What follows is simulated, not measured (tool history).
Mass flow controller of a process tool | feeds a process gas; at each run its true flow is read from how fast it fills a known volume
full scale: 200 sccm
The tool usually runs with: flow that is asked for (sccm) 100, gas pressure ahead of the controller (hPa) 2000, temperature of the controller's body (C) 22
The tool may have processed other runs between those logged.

run	day	flow that is asked for (sccm)	gas pressure ahead of the controller (hPa)	temperature of the controller's body (C)	true flow (%)
1	0	100	2000	22	99.4
2	2.608	100	2000	22	99.44
3	6.612	100	2000	22	99.35
4	9.496	100	2000	22	99.38
5	13.221	100	2000	22	99.34
6	15.125	100	2000	22	99.32
7	17.696	136	1730	29	100.11
# day 18.062: controller's zero set anew
8	21.45	100	2000	37	100.23
9	23.192	100	2000	37	100.13
10	27.192	100	2770	35	99.63
11	29.283	110	1580	34	100.38
12	30.983	121	2000	22	99.26

Some steps in true flow (%), run to run, broken into two amounts with sign: the step expected even without the hidden condition (settings, incoming material, random variation), and the rest, left for the hidden condition together with whatever gauge scatter is not in both the measured and the hidden-condition-free result:
What the log doesn't record here: flow at rest that the sensor doesn't see, % of full scale; true flow over the shown one, %; drift of the gauge itself on true_pct, %.
Run 7 -> 8: flow that is asked for (sccm) 136 -> 100, gas pressure ahead of the controller (hPa) 1730 -> 2000, temperature of the controller's body (C) 29 -> 37, controller's zero set anew. true flow (%) +0.12: hidden state -0.13, all else +0.25.
Run 11 -> 12: flow that is asked for (sccm) 110 -> 121, gas pressure ahead of the controller (hPa) 1580 -> 2000, temperature of the controller's body (C) 34 -> 22. true flow (%) -1.12: hidden state +0.01, all else -1.13.
